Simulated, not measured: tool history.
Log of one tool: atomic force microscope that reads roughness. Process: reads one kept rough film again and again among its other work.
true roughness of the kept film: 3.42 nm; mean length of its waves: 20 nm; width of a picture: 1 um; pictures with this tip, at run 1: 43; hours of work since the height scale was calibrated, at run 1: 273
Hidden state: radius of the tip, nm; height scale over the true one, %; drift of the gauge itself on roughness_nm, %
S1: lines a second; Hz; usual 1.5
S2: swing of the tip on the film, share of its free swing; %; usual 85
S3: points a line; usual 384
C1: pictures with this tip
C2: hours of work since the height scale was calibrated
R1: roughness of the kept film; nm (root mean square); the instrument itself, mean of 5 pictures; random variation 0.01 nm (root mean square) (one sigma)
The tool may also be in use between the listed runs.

| run | hour | S1 | S2 | S3 | C1 | C2 | R1 |
|---|---|---|---|---|---|---|---|
| 1 | 0 | 1.5 | 85 | 384 | 43 | 273 | 2.193 |
| 2 | 10.7 | 1.5 | 85 | 384 | 57 | 280 | 2.138 |
| 3 | 19 | 1.5 | 85 | 384 | 68 | 286 | 2.117 |
| 4 | 30.3 | 1.5 | 85 | 384 | 84 | 294 | 2.054 |
| 5 | 40.1 | 1.5 | 85 | 384 | 97 | 301 | 2.001 |
| 6 | 50.6 | 1.5 | 85 | 384 | 111 | 309 | 1.964 |
| 7 | 61.8 | 1.1 | 85 | 384 | 126 | 317 | 1.951 |
| 8 | 67.3 | 1.5 | 59 | 384 | 134 | 321 | 2.001 |
| 9 | 75 | 1.5 | 59 | 384 | 144 | 326 | 1.982 |
| 10 | 86.5 | 3.69 | 85 | 384 | 160 | 334 | 1.699 |
| 11 | 92.6 | 3.69 | 85 | 384 | 168 | 339 | 1.688 |
| 12 | 100.2 | 1.5 | 85 | 384 | 178 | 344 | 1.815 |
| 13 | 112.8 | 1.5 | 56 | 384 | 195 | 353 | 1.863 |
| 14 | 123 | 1.5 | 56 | 384 | 209 | 360 | 1.822 |
|  | 125.1 | height scale calibrated on a step standard |
| 15 | 133.2 | 1.5 | 85 | 384 | 221 | 6 | 1.699 |
| 16 | 143.1 | 1.5 | 85 | 384 | 235 | 13 | 1.67 |
| 17 | 148.9 | 1.5 | 85 | 384 | 243 | 17 | 1.66 |
| 18 | 158.6 | 1.5 | 85 | 384 | 256 | 24 | 1.63 |
| 19 | 170.4 | 1.5 | 85 | 384 | 272 | 32 | 1.594 |
| 20 | 177.4 | 1.5 | 85 | 384 | 281 | 37 | 1.585 |
| 21 | 189.4 | 0.75 | 85 | 384 | 297 | 46 | 1.6 |
|  | 195.4 | new tip fitted |
| 22 | 195.7 | 0.75 | 85 | 523 | 0 | 50 | 2.395 |
|  | 198.4 | height scale calibrated on a step standard, once more |
| 23 | 203.2 | 0.75 | 85 | 523 | 9 | 3 | 2.362 |
| 24 | 210.4 | 1.5 | 85 | 384 | 19 | 9 | 2.214 |
| 25 | 220.7 | 1.5 | 79 | 384 | 32 | 16 | 2.23 |
| 26 | 233.7 | 0.55 | 71 | 753 | 50 | 25 | 2.256 |
| 27 | 243.8 | 0.55 | 71 | 753 | 64 | 32 | 2.219 |
| 28 | 250.3 | 2.28 | 85 | 824 | 73 | 37 | 2.008 |
| 29 | 262.6 | 2.28 | 85 | 447 | 89 | 46 | 1.949 |
| 30 | 269.8 | 2.54 | 74 | 473 | 99 | 51 | 1.97 |
| 31 | 279.5 | 1.5 | 85 | 900 | 112 | 58 | 1.95 |
| 32 | 292.1 | 1.5 | 85 | 900 | 129 | 67 | 1.905 |
| 33 | 301.3 | 1.78 | 85 | 583 | 141 | 73 | 1.845 |
| 34 | 308.9 | 1.78 | 85 | 720 | 152 | 79 | 1.817 |
| 35 | 315.9 | 1.78 | 85 | 720 | 161 | 84 | 1.802 |
| 36 | 324.2 | 1.78 | 85 | 720 | 172 | 90 | 1.788 |
| 37 | 334.2 | 1.78 | 85 | 720 | 186 | 97 | 1.739 |
| 38 | 344.8 | 1.78 | 85 | 720 | 200 | 104 | 1.717 |
| 39 | 353.7 | 1.51 | 84 | 838 | 212 | 111 | 1.702 |
| 40 | 365.5 | 1.51 | 84 | 838 | 228 | 119 | 1.679 |
| 41 | 372.7 | 1.51 | 84 | 838 | 238 | 124 | 1.662 |
| 42 | 381.3 | 0.62 | 75 | 838 | 249 | 130 | 1.717 |
| 43 | 391.1 | 2.93 | 63 | 291 | 263 | 138 | 1.609 |
| 44 | 401.7 | 2.93 | 63 | 291 | 277 | 145 | 1.578 |
| 45 | 413.2 | 1.5 | 82 | 384 | 293 | 153 | 1.548 |
|  | 422.8 | new tip fitted |
| 46 | 426.2 | 0.95 | 73 | 356 | 4 | 162 | 2.383 |
| 47 | 435.3 | 3.41 | 59 | 763 | 17 | 169 | 2.351 |
| 48 | 444.7 | 3.41 | 59 | 763 | 29 | 175 | 2.284 |
| 49 | 453.2 | 1.36 | 88 | 701 | 41 | 181 | 2.18 |

Forecast each of these 5 alternatives for the next run:
| A | 459.5 | 1.36 | 80 | 701 | 49 | 186 | ? |
| B | 459.5 | 1.36 | 88 | 297 | 49 | 186 | ? |
| C | 459.5 | 1.76 | 67 | 844 | 49 | 186 | ? |
| D | 459.5 | 2.96 | 79 | 384 | 49 | 186 | ? |
| E | 459.5 | 1.02 | 88 | 701 | 49 | 186 | ? |

| run | R1 |
|---|---|
| A | 2.189 |
| B | 2.102 |
| C | 2.244 |
| D | 2.089 |
| E | 2.206 |
Without the tool's hidden state the same runs would have given:
| run | R1 |
|---|---|
| A | 2.416 |
| B | 2.32 |
| C | 2.477 |
| D | 2.306 |
| E | 2.435 |
